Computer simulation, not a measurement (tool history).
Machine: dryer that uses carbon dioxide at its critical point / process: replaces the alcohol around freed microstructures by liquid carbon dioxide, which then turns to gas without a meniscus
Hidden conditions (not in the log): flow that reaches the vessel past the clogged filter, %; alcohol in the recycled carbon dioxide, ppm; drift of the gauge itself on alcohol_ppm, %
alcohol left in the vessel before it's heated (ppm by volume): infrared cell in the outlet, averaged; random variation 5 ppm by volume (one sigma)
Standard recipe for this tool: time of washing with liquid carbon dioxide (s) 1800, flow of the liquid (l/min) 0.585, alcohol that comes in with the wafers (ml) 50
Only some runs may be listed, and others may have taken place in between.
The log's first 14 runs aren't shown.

run    hour  time of washing with liquid carbon dioxide (s)  flow of the liquid (l/min)  alcohol that comes in with the wafers (ml)  hours of work since the filter was changed  hours of work since the purifier's bed was changed  alcohol left in the vessel before it's heated (ppm by volume)
 15   663.0                                            1800                       0.585                                          88                                         315                                                1046                                                            149
 16   694.3                                            1800                       0.585                                          88                                         336                                                1067                                                            150
      716.4  -- inlet filter changed
 17   734.8                                            1800                       0.585                                          88                                          12                                                1094                                                             91
 18   801.7                                            1800                       0.585                                          88                                          58                                                1139                                                            104
 19   864.9                                            1320                       0.435                                          68                                         101                                                1182                                                            920
 20   899.2                                            1320                       0.435                                          68                                         124                                                1205                                                            958
 21   965.5                                            1320                       0.538                                         102                                         169                                                1250                                                            667
 22   994.5                                            1320                       0.392                                          21                                         188                                                1270                                                            504
 23  1041.6                                            2100                       0.781                                          79                                         220                                                1302                                                             75
 24  1077.4                                            1320                       0.763                                          28                                         245                                                1326                                                             97
 25  1125.7                                            1080                       0.785                                          64                                         277                                                1359                                                            260
 26  1169.7                                            2400                       0.717                                          30                                         307                                                1388                                                             74
 27  1227.4                                            2100                       0.371                                          50                                         346                                                1428                                                            360
     1234.0  -- inlet filter changed
 28  1279.5                                            2100                       0.371                                          50                                          31                                                1462                                                            227
     1332.8  -- purifier's bed changed
 29  1336.2                                            2880                       0.744                                          28                                          67                                                   2                                                             10
 30  1378.8                                            2880                       0.744                                          28                                          96                                                  31                                                              6
 31  1449.0                                            2700                       0.367                                          50                                         144                                                  79                                                             61
 32  1490.5                                            2700                       0.367                                          50                                         172                                                 107                                                             74
 33  1532.0                                            2700                       0.367                                          50                                         200                                                 135                                                             71
 34  1562.1                                            2700                       0.367                                          50                                         220                                                 155                                                             78
 35  1599.5                                            1800                       0.603                                          31                                         246                                                 181                                                             33

5 ways to go on from here, each from the tool as it stands after run 35. What would each give?
  A  1649.3                                            1800                       0.871                                          50                                         279                                                 214                                                              ?
  B  1649.3                                            2400                       0.475                                          31                                         279                                                 214                                                              ?
  C  1649.3                                            1800                       0.809                                          31                                         279                                                 214                                                              ?
  D  1649.3                                            1680                       0.692                                          41                                         279                                                 214                                                              ?
  E  1649.3                                            1800                       0.381                                          31                                         279                                                 214                                                              ?

run  alcohol left in the vessel before it's heated (ppm by volume)
  A                                                             19
  B                                                             33
  C                                                             13
  D                                                             46
  E                                                            273
Take away the tool's hidden state, keep each run's random variation, and the runs would have read:
run  alcohol left in the vessel before it's heated (ppm by volume)
  A                                                              6
  B                                                             13
  C                                                              0
  D                                                             24
  E                                                            162
